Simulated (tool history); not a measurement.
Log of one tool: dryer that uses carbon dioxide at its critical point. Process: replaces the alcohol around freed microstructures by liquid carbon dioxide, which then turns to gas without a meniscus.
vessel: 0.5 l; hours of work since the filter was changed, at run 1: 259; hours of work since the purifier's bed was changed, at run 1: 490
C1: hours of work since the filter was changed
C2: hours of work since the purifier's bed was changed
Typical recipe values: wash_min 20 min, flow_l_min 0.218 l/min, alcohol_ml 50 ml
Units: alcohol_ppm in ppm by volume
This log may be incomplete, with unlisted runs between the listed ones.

run 1 hour=0.0 | wash_min=20 flow_l_min=0.218 alcohol_ml=50 | C1=259 C2=490 | alcohol_ppm=160
run 2 hour=17.6 | wash_min=20 flow_l_min=0.218 alcohol_ml=72 | C1=268 C2=498 | alcohol_ppm=169
run 3 hour=40.2 | wash_min=20 flow_l_min=0.218 alcohol_ml=72 | C1=280 C2=510 | alcohol_ppm=171
run 4 hour=65.2 | wash_min=20 flow_l_min=0.218 alcohol_ml=72 | C1=292 C2=522 | alcohol_ppm=178
run 5 hour=82.1 | wash_min=20 flow_l_min=0.336 alcohol_ml=72 | C1=301 C2=531 | alcohol_ppm=145
run 6 hour=103.4 | wash_min=20 flow_l_min=0.218 alcohol_ml=50 | C1=312 C2=542 | alcohol_ppm=173
run 7 hour=123.5 | wash_min=20 flow_l_min=0.218 alcohol_ml=50 | C1=322 C2=552 | alcohol_ppm=173
run 8 hour=145.6 | wash_min=20 flow_l_min=0.276 alcohol_ml=50 | C1=333 C2=563 | alcohol_ppm=144
run 9 hour=167.6 | wash_min=20 flow_l_min=0.276 alcohol_ml=50 | C1=344 C2=574 | alcohol_ppm=162
run 10 hour=188.0 | wash_min=20 flow_l_min=0.276 alcohol_ml=50 | C1=354 C2=584 | alcohol_ppm=164
run 11 hour=208.7 | wash_min=20 flow_l_min=0.218 alcohol_ml=21 | C1=365 C2=595 | alcohol_ppm=178
run 12 hour=237.1 | wash_min=24 flow_l_min=0.218 alcohol_ml=21 | C1=379 C2=609 | alcohol_ppm=168
run 13 hour=264.4 | wash_min=20 flow_l_min=0.218 alcohol_ml=50 | C1=393 C2=623 | alcohol_ppm=194
run 14 hour=276.1 | wash_min=15 flow_l_min=0.218 alcohol_ml=50 | C1=399 C2=629 | alcohol_ppm=376
run 15 hour=292.8 | wash_min=15 flow_l_min=0.218 alcohol_ml=50 | C1=407 C2=637 | alcohol_ppm=385
run 16 hour=308.2 | wash_min=15 flow_l_min=0.218 alcohol_ml=50 | C1=415 C2=645 | alcohol_ppm=379
run 17 hour=323.3 | wash_min=15 flow_l_min=0.218 alcohol_ml=50 | C1=423 C2=653 | alcohol_ppm=388
run 18 hour=339.0 | wash_min=15 flow_l_min=0.218 alcohol_ml=50 | C1=430 C2=661 | alcohol_ppm=392
run 19 hour=357.7 | wash_min=15 flow_l_min=0.218 alcohol_ml=50 | C1=440 C2=670 | alcohol_ppm=400
run 20 hour=374.1 | wash_min=20 flow_l_min=0.218 alcohol_ml=29 | C1=448 C2=678 | alcohol_ppm=198
run 21 hour=391.6 | wash_min=20 flow_l_min=0.218 alcohol_ml=29 | C1=457 C2=687 | alcohol_ppm=199
run 22 hour=412.0 | wash_min=14 flow_l_min=0.218 alcohol_ml=50 | C1=467 C2=698 | alcohol_ppm=506
run 23 hour=437.4 | wash_min=20 flow_l_min=0.356 alcohol_ml=50 | C1=480 C2=710 | alcohol_ppm=197
run 24 hour=465.3 | wash_min=18 flow_l_min=0.183 alcohol_ml=26 | C1=494 C2=724 | alcohol_ppm=297
run 25 hour=487.2 | wash_min=21 flow_l_min=0.183 alcohol_ml=26 | C1=505 C2=735 | alcohol_ppm=242
run 26 hour=512.0 | wash_min=22 flow_l_min=0.163 alcohol_ml=51 | C1=518 C2=748 | alcohol_ppm=319
run 27 hour=526.5 | wash_min=24 flow_l_min=0.322 alcohol_ml=30 | C1=525 C2=755 | alcohol_ppm=195
-- hour=535.7 inlet filter changed
run 28 hour=551.5 | wash_min=24 flow_l_min=0.322 alcohol_ml=30 | C1=8 C2=767 | alcohol_ppm=201
run 29 hour=576.4 | wash_min=30 flow_l_min=0.218 alcohol_ml=23 | C1=21 C2=780 | alcohol_ppm=208
run 30 hour=593.3 | wash_min=17 flow_l_min=0.218 alcohol_ml=23 | C1=29 C2=789 | alcohol_ppm=240
run 31 hour=608.9 | wash_min=17 flow_l_min=0.218 alcohol_ml=23 | C1=37 C2=796 | alcohol_ppm=245
run 32 hour=629.8 | wash_min=17 flow_l_min=0.218 alcohol_ml=23 | C1=48 C2=807 | alcohol_ppm=241
run 33 hour=656.6 | wash_min=20 flow_l_min=0.179 alcohol_ml=50 | C1=61 C2=820 | alcohol_ppm=290
run 34 hour=676.7 | wash_min=20 flow_l_min=0.179 alcohol_ml=50 | C1=71 C2=831 | alcohol_ppm=314
run 35 hour=689.0 | wash_min=12 flow_l_min=0.220 alcohol_ml=50 | C1=77 C2=837 | alcohol_ppm=771
-- hour=700.7 purifier's bed changed
run 36 hour=716.7 | wash_min=12 flow_l_min=0.220 alcohol_ml=50 | C1=90 C2=8 | alcohol_ppm=572
run 37 hour=740.1 | wash_min=22 flow_l_min=0.218 alcohol_ml=40 | C1=102 C2=20 | alcohol_ppm=22
run 38 hour=761.5 | wash_min=17 flow_l_min=0.218 alcohol_ml=20 | C1=112 C2=31 | alcohol_ppm=38
run 39 hour=782.1 | wash_min=32 flow_l_min=0.153 alcohol_ml=61 | C1=123 C2=41 | alcohol_ppm=33
run 40 hour=796.6 | wash_min=32 flow_l_min=0.232 alcohol_ml=36 | C1=130 C2=48 | alcohol_ppm=12
run 41 hour=812.9 | wash_min=22 flow_l_min=0.136 alcohol_ml=77 | C1=138 C2=57 | alcohol_ppm=439
run 42 hour=831.2 | wash_min=29 flow_l_min=0.250 alcohol_ml=50 | C1=148 C2=66 | alcohol_ppm=11
run 43 hour=847.4 | wash_min=13 flow_l_min=0.218 alcohol_ml=57 | C1=156 C2=74 | alcohol_ppm=464
run 44 hour=863.0 | wash_min=25 flow_l_min=0.218 alcohol_ml=50 | C1=164 C2=82 | alcohol_ppm=30
run 45 hour=875.7 | wash_min=25 flow_l_min=0.190 alcohol_ml=21 | C1=170 C2=88 | alcohol_ppm=33
run 46 hour=889.0 | wash_min=25 flow_l_min=0.199 alcohol_ml=21 | C1=177 C2=95 | alcohol_ppm=29

Had the tool no unlogged condition, and each run kept its random variation, what would the results have been?
Hidden state present: flow that reaches the vessel past the clogged filter, %; alcohol in the recycled carbon dioxide, ppm; drift of the gauge itself on alcohol_ppm, %.
run=1 alcohol_ppm=27
run=2 alcohol_ppm=31
run=3 alcohol_ppm=29
run=4 alcohol_ppm=32
run=5 alcohol_ppm=11
run=6 alcohol_ppm=22
run=7 alcohol_ppm=24
run=8 alcohol_ppm=0
run=9 alcohol_ppm=12
run=10 alcohol_ppm=10
run=11 alcohol_ppm=21
run=12 alcohol_ppm=9
run=13 alcohol_ppm=22
run=14 alcohol_ppm=151
run=15 alcohol_ppm=155
run=16 alcohol_ppm=150
run=17 alcohol_ppm=152
run=18 alcohol_ppm=151
run=19 alcohol_ppm=157
run=20 alcohol_ppm=14
run=21 alcohol_ppm=10
run=22 alcohol_ppm=221
run=23 alcohol_ppm=8
run=24 alcohol_ppm=72
run=25 alcohol_ppm=34
run=26 alcohol_ppm=74
run=27 alcohol_ppm=4
run=28 alcohol_ppm=7
run=29 alcohol_ppm=2
run=30 alcohol_ppm=32
run=31 alcohol_ppm=39
run=32 alcohol_ppm=32
run=33 alcohol_ppm=72
run=34 alcohol_ppm=87
run=35 alcohol_ppm=518
run=36 alcohol_ppm=528
run=37 alcohol_ppm=15
run=38 alcohol_ppm=25
run=39 alcohol_ppm=20
run=40 alcohol_ppm=0
run=41 alcohol_ppm=373
run=42 alcohol_ppm=0
run=43 alcohol_ppm=388
run=44 alcohol_ppm=7
run=45 alcohol_ppm=9
run=46 alcohol_ppm=2
